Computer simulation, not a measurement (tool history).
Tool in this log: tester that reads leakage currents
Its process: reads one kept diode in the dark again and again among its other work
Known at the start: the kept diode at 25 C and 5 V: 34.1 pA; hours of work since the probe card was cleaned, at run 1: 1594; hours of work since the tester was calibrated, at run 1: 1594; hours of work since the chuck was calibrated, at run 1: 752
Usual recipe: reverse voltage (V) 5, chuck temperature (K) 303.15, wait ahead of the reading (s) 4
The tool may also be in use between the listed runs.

| run | day | reverse voltage (V) | chuck temperature (K) | wait ahead of the reading (s) | hours of work since the probe card was cleaned | hours of work since the tester was calibrated | hours of work since the chuck was calibrated | current that the tester gives (pA) |
|---|---|---|---|---|---|---|---|---|
| 1 | 0 | 5 | 303.15 | 4 | 1594 | 1594 | 752 | 60.3 |
| 2 | 5.183 | 5 | 303.15 | 4 | 1644 | 1644 | 802 | 60.91 |
|  | 9.479 | chuck's temperature calibrated |
| 3 | 11.921 | 5 | 303.15 | 4 | 1708 | 1708 | 24 | 53.75 |
| 4 | 16.188 | 5 | 333.15 | 4 | 1749 | 1749 | 65 | 583.52 |
| 5 | 22.792 | 5 | 303.15 | 0.76 | 1813 | 1813 | 128 | 55.1 |
| 6 | 26.879 | 5.02 | 303.15 | 4 | 1852 | 1852 | 168 | 54.65 |
| 7 | 30.967 | 5.02 | 303.15 | 4 | 1892 | 1892 | 207 | 55.22 |
| 8 | 37.175 | 5 | 303.15 | 2.66 | 1951 | 1951 | 267 | 55.58 |
| 9 | 41.854 | 5 | 303.15 | 2.66 | 1997 | 1997 | 312 | 55.79 |
| 10 | 46.771 | 3.67 | 303.15 | 9.51 | 2044 | 2044 | 360 | 49.75 |
| 11 | 52.754 | 1.56 | 303.15 | 4 | 2102 | 2102 | 418 | 36.83 |
| 12 | 61.154 | 8.68 | 302.15 | 4.52 | 2183 | 2183 | 499 | 65.08 |
| 13 | 65.979 | 5 | 304.15 | 4 | 2229 | 2229 | 545 | 62.8 |
| 14 | 71.483 | 5 | 304.15 | 4 | 2283 | 2283 | 598 | 63.12 |
| 15 | 79.933 | 5 | 326.15 | 0.73 | 2364 | 2364 | 680 | 373.8 |
| 16 | 88.5 | 5 | 326.15 | 0.73 | 2447 | 2447 | 762 | 375.97 |
| 17 | 94.092 | 5 | 322.15 | 4 | 2501 | 2501 | 816 | 278.69 |

Forecast each of these 4 alternatives for the next run:
|  | 96.717 | chuck's temperature calibrated |
| A | 99.954 | 11.4 | 303.15 | 4 | 2556 | 2556 | 31 | ? |
|  | 96.717 | chuck's temperature calibrated |
| B | 99.954 | 5.58 | 306.15 | 3.97 | 2556 | 2556 | 31 | ? |
|  | 96.717 | chuck's temperature calibrated |
| C | 99.954 | 3.38 | 317.15 | 4 | 2556 | 2556 | 31 | ? |
|  | 96.717 | chuck's temperature calibrated |
| D | 99.954 | 9.83 | 321.15 | 4 | 2556 | 2556 | 31 | ? |

| run | current that the tester gives (pA) |
|---|---|
| A | 76.5 |
| B | 74.22 |
| C | 150.81 |
| D | 305.11 |
Take away the tool's hidden state, keep each run's random variation, and the runs would have read:
| run | current that the tester gives (pA) |
|---|---|
| A | 72.33 |
| B | 72.48 |
| C | 150.64 |
| D | 303.55 |
